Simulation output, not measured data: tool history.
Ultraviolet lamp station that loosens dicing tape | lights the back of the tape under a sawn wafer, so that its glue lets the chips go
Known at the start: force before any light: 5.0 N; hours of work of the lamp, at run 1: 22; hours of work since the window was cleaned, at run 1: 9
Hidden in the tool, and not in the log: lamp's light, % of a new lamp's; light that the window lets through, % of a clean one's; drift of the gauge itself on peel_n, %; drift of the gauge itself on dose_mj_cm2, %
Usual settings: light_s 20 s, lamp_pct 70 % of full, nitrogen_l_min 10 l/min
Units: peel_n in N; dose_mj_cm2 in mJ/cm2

| run | hour | light_s | lamp_pct | nitrogen_l_min | hours of work of the lamp | hours of work since the window was cleaned | peel_n | dose_mj_cm2 |
|---|---|---|---|---|---|---|---|---|
| 1 | 0.0 | 20 | 70 | 10 | 22 | 9 | 0.293 | 236 |
| 2 | 9.1 | 20 | 70 | 10 | 27 | 15 | 0.281 | 236 |
| 3 | 17.8 | 20 | 70 | 10 | 32 | 20 | 0.286 | 237 |
| 4 | 22.6 | 20 | 70 | 10 | 35 | 23 | 0.298 | 232 |
| 5 | 32.2 | 16 | 70 | 10 | 41 | 28 | 0.516 | 190 |
| 6 | 41.2 | 15 | 70 | 10 | 46 | 34 | 0.580 | 174 |
| 7 | 48.1 | 15 | 70 | 10 | 50 | 38 | 0.582 | 175 |
| 8 | 55.0 | 16 | 70 | 10 | 54 | 42 | 0.523 | 188 |
| 9 | 64.2 | 19 | 71 | 7 | 60 | 47 | 0.455 | 224 |
| 10 | 70.7 | 19 | 71 | 7 | 64 | 51 | 0.460 | 226 |
| 11 | 76.9 | 19 | 71 | 7 | 67 | 55 | 0.464 | 223 |
| 12 | 85.3 | 26 | 93 | 18 | 72 | 60 | 0.075 | 394 |

3 ways to go on from here, each from the tool as it stands after run 12. What would each give?
| A | 91.8 | 14 | 71 | 11 | 76 | 64 | ? | ? |
| B | 91.8 | 20 | 83 | 15 | 76 | 64 | ? | ? |
| C | 91.8 | 20 | 70 | 7 | 76 | 64 | ? | ? |

| run | peel_n | dose_mj_cm2 |
|---|---|---|
| A | 0.631 | 164 |
| B | 0.146 | 272 |
| C | 0.436 | 227 |
Without the tool's hidden state the same runs would have given:
| run | peel_n | dose_mj_cm2 |
|---|---|---|
| A | 0.547 | 176 |
| B | 0.122 | 292 |
| C | 0.371 | 243 |

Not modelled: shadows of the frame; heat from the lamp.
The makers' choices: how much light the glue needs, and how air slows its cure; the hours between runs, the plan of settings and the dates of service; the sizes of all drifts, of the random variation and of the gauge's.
